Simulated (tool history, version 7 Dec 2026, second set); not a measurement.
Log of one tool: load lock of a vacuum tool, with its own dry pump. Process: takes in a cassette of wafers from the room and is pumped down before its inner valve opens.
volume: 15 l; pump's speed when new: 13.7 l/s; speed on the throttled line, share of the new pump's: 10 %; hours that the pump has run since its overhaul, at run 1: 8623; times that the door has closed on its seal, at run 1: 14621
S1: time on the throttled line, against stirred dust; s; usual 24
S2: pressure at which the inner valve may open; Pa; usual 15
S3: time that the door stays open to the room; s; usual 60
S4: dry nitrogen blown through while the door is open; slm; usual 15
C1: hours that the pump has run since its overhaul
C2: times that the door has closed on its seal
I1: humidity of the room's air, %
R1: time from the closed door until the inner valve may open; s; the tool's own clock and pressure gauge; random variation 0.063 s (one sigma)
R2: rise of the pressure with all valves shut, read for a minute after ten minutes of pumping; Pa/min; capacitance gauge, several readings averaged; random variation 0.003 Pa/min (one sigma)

Run 1, hour 0: usual settings; C1 8623; C2 14621; I1 45.9. Result: R1 31.56 s, R2 0.238 Pa/min.
Run 2, hour 240.6: usual settings; C1 8864; C2 15391; I1 43.8. Result: R1 31.53 s, R2 0.246 Pa/min.
Run 3, hour 407.4: usual settings; C1 9030; C2 15924; I1 48. Result: R1 31.77 s, R2 0.265 Pa/min.
Run 4, hour 676: usual settings; C1 9299; C2 16784; I1 45.7. Result: R1 31.74 s, R2 0.274 Pa/min.
Run 5, hour 882.6: usual settings but S2 18 Pa; C1 9506; C2 17444; I1 45.9. Result: R1 31.57 s, R2 0.288 Pa/min.
Run 6, hour 1166.6: usual settings but S2 18 Pa; C1 9790; C2 18353; I1 43.6. Result: R1 31.38 s, R2 0.311 Pa/min.
Run 7, hour 1395: usual settings; C1 10018; C2 19083; I1 47.9. Result: R1 31.73 s, R2 0.322 Pa/min.
Run 8, hour 1709.9: usual settings; C1 10333; C2 20091; I1 47.3. Result: R1 31.68 s, R2 0.355 Pa/min.
Run 9, hour 1997.4: usual settings but S4 26 slm; C1 10620; C2 21010; I1 45.8. Result: R1 31.67 s, R2 0.368 Pa/min.
Run 10, hour 2217.4: usual settings but S4 31 slm; C1 10840; C2 21714; I1 42.6. Result: R1 31.79 s, R2 0.367 Pa/min.
Run 11, hour 2408.1: usual settings but S4 5 slm; C1 11031; C2 22324; I1 43.4. Result: R1 31.74 s, R2 0.42 Pa/min.
Run 12, hour 2666.6: usual settings but S4 5 slm; C1 11290; C2 23151; I1 41.9. Result: R1 31.78 s, R2 0.44 Pa/min.
At hour 2692.6: door's seal changed, seat wiped.
Run 13, hour 3008.2: usual settings but S4 5 slm; C1 11630; C2 1009; I1 42.7. Result: R1 31.83 s, R2 0.069 Pa/min.
Run 14, hour 3159.8: usual settings but S4 5 slm; C1 11781; C2 1494; I1 44.1. Result: R1 31.91 s, R2 0.075 Pa/min.
Run 15, hour 3358.7: usual settings but S4 5 slm; C1 11980; C2 2131; I1 43.1. Result: R1 31.84 s, R2 0.072 Pa/min.
Run 16, hour 3690.7: usual settings but S4 5 slm; C1 12312; C2 3192; I1 46.4. Result: R1 31.95 s, R2 0.079 Pa/min.
Run 17, hour 3851.7: usual settings but S4 5 slm; C1 12473; C2 3707; I1 43.2. Result: R1 31.69 s, R2 0.092 Pa/min.
Run 18, hour 4157.5: usual settings but S4 5 slm; C1 12779; C2 4686; I1 42.7. Result: R1 31.86 s, R2 0.099 Pa/min.
Run 19, hour 4387.5: usual settings but S4 5 slm; C1 13009; C2 5421; I1 44.8. Result: R1 31.78 s, R2 0.108 Pa/min.
Run 20, hour 4575.7: usual settings but S1 39 s, S2 12 Pa, S3 83 s, S4 18 slm; C1 13197; C2 6023; I1 43.4. Result: R1 45.4 s, R2 0.092 Pa/min.
Run 21, hour 4738.4: usual settings but S1 41 s, S2 11 Pa, S3 156 s, S4 44 slm; C1 13360; C2 6544; I1 42.2. Result: R1 47.42 s, R2 0.105 Pa/min.
Run 22, hour 4955.8: usual settings but S1 16 s, S2 14 Pa, S3 29 s, S4 11 slm; C1 13577; C2 7239; I1 44. Result: R1 24.9 s, R2 0.094 Pa/min.
Run 23, hour 5221.1: usual settings but S2 16 Pa, S3 54 s; C1 13843; C2 8088; I1 45.2. Result: R1 31.73 s, R2 0.116 Pa/min.
Run 24, hour 5544.8: usual settings but S2 27 Pa, S3 133 s; C1 14166; C2 9123; I1 44.1. Result: R1 31.12 s, R2 0.154 Pa/min.
Run 25, hour 5857.9: usual settings but S1 39 s, S2 14 Pa, S3 28 s, S4 5 slm; C1 14479; C2 10125; I1 46.6. Result: R1 45.41 s, R2 0.141 Pa/min.
Run 26, hour 6192.8: usual settings but S1 41 s; C1 14814; C2 11196; I1 45.8. Result: R1 46.94 s, R2 0.168 Pa/min.
Run 27, hour 6375.3: usual settings but S1 42 s, S2 29 Pa, S3 61 s, S4 8 slm; C1 14997; C2 11780; I1 46.3. Result: R1 47.04 s, R2 0.18 Pa/min.
Run 28, hour 6702.6: usual settings but S1 15 s, S3 37 s, S4 5 slm; C1 15324; C2 12827; I1 44.5. Result: R1 23.99 s, R2 0.183 Pa/min.
Run 29, hour 6880: usual settings but S1 15 s, S3 37 s, S4 5 slm; C1 15502; C2 13394; I1 45.7. Result: R1 24.07 s, R2 0.201 Pa/min.
Run 30, hour 7090.7: usual settings but S1 19 s, S2 17 Pa, S3 87 s, S4 7 slm; C1 15712; C2 14068; I1 46.3. Result: R1 27.35 s, R2 0.242 Pa/min.
Run 31, hour 7325.2: usual settings but S1 16 s, S2 11 Pa, S3 36 s, S4 12 slm; C1 15947; C2 14818; I1 42.6. Result: R1 25.22 s, R2 0.212 Pa/min.
Run 32, hour 7614.4: usual settings but S1 30 s; C1 16236; C2 15743; I1 46.1. Result: R1 37.29 s, R2 0.235 Pa/min.
Run 33, hour 7825.5: usual settings but S1 27 s, S3 100 s; C1 16447; C2 16418; I1 47.8. Result: R1 34.72 s, R2 0.274 Pa/min.
Run 34, hour 7969.7: usual settings but S1 27 s, S2 22 Pa, S3 45 s, S4 10 slm; C1 16591; C2 16879; I1 47.2. Result: R1 34.3 s, R2 0.27 Pa/min.
Run 35, hour 8187.9: usual settings but S1 27 s, S2 22 Pa, S3 34 s, S4 10 slm; C1 16809; C2 17577; I1 45.4. Result: R1 34.22 s, R2 0.273 Pa/min.
Run 36, hour 8364.8: usual settings but S1 23 s, S2 12 Pa, S3 118 s, S4 10 slm; C1 16986; C2 18143; I1 44.3. Result: R1 31.51 s, R2 0.315 Pa/min.
Run 37, hour 8675.2: usual settings but S2 22 Pa, S4 5 slm; C1 17297; C2 19136; I1 43.4. Result: R1 31.6 s, R2 0.321 Pa/min.

Forecast each of these 4 alternatives for the next run:
At hour 8891.3: dry pump taken out, an overhauled one fitted.
Run A, hour 8934: usual settings but S1 14 s, S2 13 Pa, S4 29 slm; C1 43; C2 19945; I1 44.4. Result: R1 ?, R2 ?.
At hour 8891.3: dry pump taken out, an overhauled one fitted.
Run B, hour 8934: usual settings but S2 26 Pa, S4 19 slm; C1 43; C2 19945; I1 45.3. Result: R1 ?, R2 ?.
At hour 8891.3: dry pump taken out, an overhauled one fitted.
Run C, hour 8934: usual settings but S1 27 s; C1 43; C2 19945; I1 44.9. Result: R1 ?, R2 ?.
At hour 8891.3: dry pump taken out, an overhauled one fitted.
Run D, hour 8934: usual settings but S4 6 slm; C1 43; C2 19945; I1 45.3. Result: R1 ?, R2 ?.

run     R1     R2
  A  22.41  0.319
  B  30.61  0.331
  C   33.9  0.329
  D  31.24  0.337
Without the tool's hidden state the same runs would have given:
run     R1     R2
  A  22.43  0.037
  B  30.63  0.045
  C  33.92  0.047
  D  31.26  0.058
